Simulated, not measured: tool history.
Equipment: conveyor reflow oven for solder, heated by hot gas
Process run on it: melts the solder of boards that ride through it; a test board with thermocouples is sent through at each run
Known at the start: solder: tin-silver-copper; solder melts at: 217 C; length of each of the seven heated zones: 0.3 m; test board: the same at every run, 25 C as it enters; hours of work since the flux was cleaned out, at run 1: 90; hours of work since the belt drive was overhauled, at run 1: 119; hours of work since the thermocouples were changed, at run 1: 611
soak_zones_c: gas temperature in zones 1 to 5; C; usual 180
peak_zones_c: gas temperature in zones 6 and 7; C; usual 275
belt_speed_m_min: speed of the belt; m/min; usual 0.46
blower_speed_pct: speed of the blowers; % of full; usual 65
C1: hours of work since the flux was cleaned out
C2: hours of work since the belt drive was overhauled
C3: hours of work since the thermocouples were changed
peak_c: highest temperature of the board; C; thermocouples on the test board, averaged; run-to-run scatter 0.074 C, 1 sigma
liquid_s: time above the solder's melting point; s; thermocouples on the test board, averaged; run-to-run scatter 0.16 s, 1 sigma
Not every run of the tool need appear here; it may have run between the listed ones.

Run 1, hour 0: usual settings; C1 90; C2 119; C3 611. Result: peak_c 262.08 C, liquid_s 67.2 s.
Run 2, hour 25.9: usual settings but belt_speed_m_min 0.447 m/min; C1 105; C2 134; C3 626. Result: peak_c 262.95 C, liquid_s 70.2 s.
Run 3, hour 45.3: usual settings but belt_speed_m_min 0.447 m/min; C1 116; C2 145; C3 638. Result: peak_c 263.01 C, liquid_s 69.9 s.
Run 4, hour 72: usual settings but belt_speed_m_min 0.447 m/min; C1 132; C2 161; C3 653. Result: peak_c 262.87 C, liquid_s 70.1 s.
Run 5, hour 103.5: usual settings but belt_speed_m_min 0.447 m/min; C1 151; C2 179; C3 672. Result: peak_c 262.76 C, liquid_s 70 s.
Run 6, hour 128.5: usual settings but peak_zones_c 270 C; C1 165; C2 194; C3 686. Result: peak_c 257.56 C, liquid_s 65.1 s.
Run 7, hour 159.6: usual settings but peak_zones_c 270 C; C1 183; C2 212; C3 705. Result: peak_c 257.51 C, liquid_s 65.3 s.
Run 8, hour 190.1: usual settings but peak_zones_c 270 C; C1 201; C2 230; C3 722. Result: peak_c 257.55 C, liquid_s 64.9 s.
Run 9, hour 219.7: usual settings but peak_zones_c 270 C; C1 219; C2 247; C3 740. Result: peak_c 257.52 C, liquid_s 65.2 s.
Run 10, hour 257.2: usual settings but peak_zones_c 270 C; C1 240; C2 269; C3 762. Result: peak_c 257.47 C, liquid_s 64.9 s.
Run 11, hour 294.7: usual settings; C1 262; C2 291; C3 784. Result: peak_c 261.9 C, liquid_s 67.4 s.
Run 12, hour 326.3: usual settings; C1 281; C2 310; C3 802. Result: peak_c 262 C, liquid_s 67.4 s.
Run 13, hour 355.6: usual settings; C1 298; C2 327; C3 819. Result: peak_c 261.94 C, liquid_s 67.3 s.
Run 14, hour 400: usual settings but blower_speed_pct 80 % of full; C1 324; C2 353; C3 845. Result: peak_c 264.98 C, liquid_s 69.2 s.
At hour 432.5: flux residue cleaned out of gas plates and filters.
Run 15, hour 434.1: usual settings but blower_speed_pct 80 % of full; C1 1; C2 370; C3 862. Result: peak_c 265.19 C, liquid_s 69.4 s.
At hour 465.6: thermocouples of zones 6 and 7 changed.
Run 16, hour 472.4: usual settings but blower_speed_pct 80 % of full; C1 22; C2 391; C3 4. Result: peak_c 265.06 C, liquid_s 69.5 s.
Run 17, hour 508.4: usual settings but blower_speed_pct 80 % of full; C1 43; C2 412; C3 25. Result: peak_c 264.96 C, liquid_s 69.5 s.
Run 18, hour 549.3: usual settings but peak_zones_c 267 C, belt_speed_m_min 0.493 m/min; C1 67; C2 436; C3 49. Result: peak_c 252.82 C, liquid_s 57.8 s.
Run 19, hour 569.5: usual settings but soak_zones_c 171 C; C1 79; C2 448; C3 61. Result: peak_c 260.6 C, liquid_s 63.7 s.
Run 20, hour 592: usual settings but soak_zones_c 171 C; C1 92; C2 461; C3 74. Result: peak_c 260.77 C, liquid_s 63.7 s.
Run 21, hour 619.1: usual settings but soak_zones_c 171 C, peak_zones_c 287 C; C1 108; C2 477; C3 90. Result: peak_c 271.67 C, liquid_s 69.2 s.
Run 22, hour 655.1: usual settings but soak_zones_c 171 C, peak_zones_c 284 C, belt_speed_m_min 0.391 m/min, blower_speed_pct 85 % of full; C1 129; C2 498; C3 111. Result: peak_c 277.13 C, liquid_s 84.5 s.
Run 23, hour 684: usual settings but soak_zones_c 172 C, peak_zones_c 272 C, belt_speed_m_min 0.391 m/min, blower_speed_pct 85 % of full; C1 146; C2 515; C3 128. Result: peak_c 265.65 C, liquid_s 79.9 s.
Run 24, hour 709: usual settings but soak_zones_c 171 C, peak_zones_c 264 C, belt_speed_m_min 0.488 m/min, blower_speed_pct 69 % of full; C1 161; C2 530; C3 142. Result: peak_c 249.89 C, liquid_s 53.2 s.
Run 25, hour 737.8: usual settings but soak_zones_c 171 C, peak_zones_c 264 C, belt_speed_m_min 0.488 m/min, blower_speed_pct 69 % of full; C1 178; C2 547; C3 159. Result: peak_c 249.98 C, liquid_s 53.2 s.
Run 26, hour 767.6: usual settings but soak_zones_c 190 C, peak_zones_c 264 C, belt_speed_m_min 0.509 m/min, blower_speed_pct 69 % of full; C1 195; C2 564; C3 177. Result: peak_c 252.03 C, liquid_s 59 s.
Run 27, hour 790: usual settings but soak_zones_c 191 C, peak_zones_c 287 C, belt_speed_m_min 0.421 m/min, blower_speed_pct 53 % of full; C1 208; C2 577; C3 190. Result: peak_c 274.01 C, liquid_s 84.2 s.
Run 28, hour 817: usual settings but peak_zones_c 288 C, belt_speed_m_min 0.437 m/min; C1 224; C2 593; C3 206. Result: peak_c 275.5 C, liquid_s 77.7 s.
Run 29, hour 859.8: usual settings but peak_zones_c 288 C, belt_speed_m_min 0.437 m/min; C1 249; C2 618; C3 231. Result: peak_c 275.44 C, liquid_s 77.6 s.
Run 30, hour 892.3: usual settings but soak_zones_c 175 C; C1 268; C2 637; C3 250. Result: peak_c 261.39 C, liquid_s 65.1 s.

What will run 31 give?
Run 31, hour 919.9: usual settings but soak_zones_c 175 C; C1 284; C2 653; C3 266. Result: peak_c ?, liquid_s ?.

{"run 31": {"peak_c": 261.32, "liquid_s": 65.4}}
On a tool with no hidden condition, and with the same random variation, this run would have come out at peak_c 261.34 C, liquid_s 65.4 s.
